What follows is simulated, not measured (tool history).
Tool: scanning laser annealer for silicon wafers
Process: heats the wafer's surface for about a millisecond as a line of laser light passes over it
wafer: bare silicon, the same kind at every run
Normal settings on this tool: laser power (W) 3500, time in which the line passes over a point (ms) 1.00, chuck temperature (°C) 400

run	day	laser power (W)	time in which the line passes over a point (ms)	chuck temperature (°C)	highest temperature of the surface (°C)
1	0.000	3500	1.00	400	1142
2	0.642	3834	1.00	400	1213
3	1.221	3662	1.00	400	1177
4	1.796	3811	1.00	400	1205
5	2.525	3811	1.00	400	1205
6	3.229	3588	1.00	400	1163
7	4.208	3500	1.00	400	1143
8	4.712	3500	1.00	400	1143
9	5.533	3500	1.00	400	1143
10	6.458	3500	1.00	400	1139
11	7.312	3549	1.00	400	1150
12	8.121	3549	1.00	400	1149
13	9.046	3549	1.00	400	1149
14	9.525	3500	1.02	400	1147
15	10.125	3500	1.02	400	1149
16	10.612	3500	1.02	400	1147
17	11.138	3500	1.02	400	1147
18	12.188	3500	1.02	400	1148

For run 19, what comes out?
19	12.854	3500	0.87	400	?

highest temperature of the surface (°C): 1097
On a tool with no hidden condition, and with the same random variation, this run would have come out at highest temperature of the surface (°C) 1130.
